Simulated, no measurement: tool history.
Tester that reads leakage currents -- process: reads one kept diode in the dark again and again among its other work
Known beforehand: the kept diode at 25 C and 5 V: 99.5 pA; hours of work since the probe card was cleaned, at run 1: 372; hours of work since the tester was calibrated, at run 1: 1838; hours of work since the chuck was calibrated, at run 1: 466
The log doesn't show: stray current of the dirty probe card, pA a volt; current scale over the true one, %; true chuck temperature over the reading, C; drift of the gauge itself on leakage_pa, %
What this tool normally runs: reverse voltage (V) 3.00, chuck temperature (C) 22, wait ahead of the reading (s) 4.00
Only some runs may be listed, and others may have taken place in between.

| run | hour | reverse voltage (V) | chuck temperature (C) | wait ahead of the reading (s) | hours of work since the probe card was cleaned | hours of work since the tester was calibrated | hours of work since the chuck was calibrated | current that the tester gives (pA) |
|---|---|---|---|---|---|---|---|---|
| 1 | 0.0 | 3.00 | 22 | 4.00 | 372 | 1838 | 466 | 62.78 |
| 2 | 50.5 | 9.82 | 22 | 4.00 | 402 | 1868 | 496 | 120.41 |
| 3 | 143.7 | 3.00 | 54 | 4.00 | 457 | 1923 | 550 | 700.78 |
| 4 | 243.5 | 3.00 | 54 | 4.00 | 516 | 1982 | 609 | 701.05 |
| 5 | 300.6 | 3.00 | 22 | 1.38 | 549 | 2015 | 643 | 64.57 |
| 6 | 377.0 | 3.00 | 22 | 1.38 | 594 | 2060 | 688 | 64.71 |
| 7 | 434.1 | 3.00 | 22 | 1.38 | 628 | 2094 | 721 | 64.95 |
| 8 | 533.1 | 3.00 | 22 | 1.38 | 686 | 2152 | 780 | 65.53 |
| 9 | 592.3 | 3.00 | 22 | 1.38 | 721 | 2187 | 815 | 65.62 |
| 10 | 658.8 | 3.00 | 22 | 4.00 | 760 | 2226 | 854 | 65.66 |
| 11 | 731.4 | 3.00 | 22 | 4.00 | 803 | 2269 | 896 | 66.11 |
| 12 | 838.9 | 3.00 | 22 | 1.11 | 866 | 2332 | 960 | 66.57 |
| 13 | 888.6 | 3.00 | 22 | 1.11 | 895 | 2362 | 989 | 66.79 |
| 14 | 958.9 | 3.00 | 22 | 4.00 | 937 | 2403 | 1030 | 67.15 |
| 15 | 1058.0 | 4.44 | 22 | 4.00 | 995 | 2461 | 1089 | 83.37 |
| 16 | 1165.7 | 4.44 | 22 | 4.00 | 1058 | 2525 | 1152 | 83.95 |
| 17 | 1216.8 | 4.44 | 22 | 4.00 | 1089 | 2555 | 1182 | 84.68 |
| 18 | 1278.2 | 4.44 | 22 | 4.00 | 1125 | 2591 | 1218 | 83.88 |
|  | 1290.7 | probe card cleaned and baked |
| 19 | 1367.2 | 3.00 | 22 | 1.88 | 45 | 2641 | 1269 | 69.37 |
| 20 | 1429.0 | 14.85 | 22 | 4.00 | 81 | 2678 | 1305 | 166.66 |
| 21 | 1487.5 | 11.46 | 22 | 6.72 | 116 | 2712 | 1340 | 145.40 |
| 22 | 1586.8 | 3.00 | 22 | 0.99 | 174 | 2771 | 1398 | 70.52 |
| 23 | 1685.7 | 3.00 | 22 | 0.99 | 232 | 2829 | 1456 | 70.35 |
| 24 | 1793.2 | 2.78 | 48 | 4.00 | 296 | 2892 | 1520 | 481.03 |
|  | 1860.4 | probe card cleaned and baked, once more |
| 25 | 1869.6 | 2.78 | 48 | 4.00 | 5 | 2935 | 1563 | 480.71 |
|  | 1902.9 | chuck's temperature calibrated |
| 26 | 1960.2 | 3.00 | 22 | 1.01 | 58 | 2988 | 34 | 61.12 |
| 27 | 2025.4 | 3.00 | 22 | 1.01 | 96 | 3026 | 72 | 61.76 |
| 28 | 2112.0 | 3.00 | 37 | 8.17 | 147 | 3077 | 123 | 202.40 |
| 29 | 2207.4 | 3.00 | 37 | 8.17 | 203 | 3133 | 179 | 203.10 |
| 30 | 2277.0 | 4.90 | 22 | 2.01 | 244 | 3174 | 220 | 81.18 |
| 31 | 2376.3 | 2.50 | 22 | 1.37 | 302 | 3232 | 279 | 57.15 |
| 32 | 2425.5 | 1.44 | 25 | 1.37 | 331 | 3261 | 308 | 54.46 |
| 33 | 2480.3 | 1.22 | 27 | 0.77 | 364 | 3294 | 340 | 58.78 |
|  | 2545.8 | tester calibrated |
| 34 | 2558.3 | 1.22 | 27 | 0.77 | 408 | 7 | 385 | 57.04 |
| 35 | 2670.0 | 1.22 | 27 | 0.77 | 474 | 73 | 450 | 57.42 |
| 36 | 2764.1 | 5.74 | 27 | 2.21 | 530 | 128 | 506 | 132.97 |
| 37 | 2853.7 | 5.74 | 27 | 2.21 | 582 | 181 | 558 | 134.01 |
| 38 | 2923.3 | 5.74 | 27 | 2.21 | 623 | 222 | 599 | 134.33 |
| 39 | 2989.2 | 18.54 | 27 | 2.21 | 662 | 261 | 638 | 253.97 |
| 40 | 3097.1 | 3.69 | 34 | 2.21 | 726 | 324 | 702 | 185.25 |

Had the tool no unlogged condition, and each run kept its random variation, what would the results have been?
| run | current that the tester gives (pA) |
|---|---|
| 1 | 58.90 |
| 2 | 112.17 |
| 3 | 661.42 |
| 4 | 658.75 |
| 5 | 59.48 |
| 6 | 59.34 |
| 7 | 59.36 |
| 8 | 59.53 |
| 9 | 59.40 |
| 10 | 59.17 |
| 11 | 59.32 |
| 12 | 59.35 |
| 13 | 59.37 |
| 14 | 59.44 |
| 15 | 73.17 |
| 16 | 73.21 |
| 17 | 73.60 |
| 18 | 72.64 |
| 19 | 59.53 |
| 20 | 139.11 |
| 21 | 121.53 |
| 22 | 59.76 |
| 23 | 59.29 |
| 24 | 419.47 |
| 25 | 419.36 |
| 26 | 59.36 |
| 27 | 59.72 |
| 28 | 195.09 |
| 29 | 194.73 |
| 30 | 77.14 |
| 31 | 54.02 |
| 32 | 51.45 |
| 33 | 55.43 |
| 34 | 55.08 |
| 35 | 55.10 |
| 36 | 126.57 |
| 37 | 126.84 |
| 38 | 126.60 |
| 39 | 237.06 |
| 40 | 174.03 |
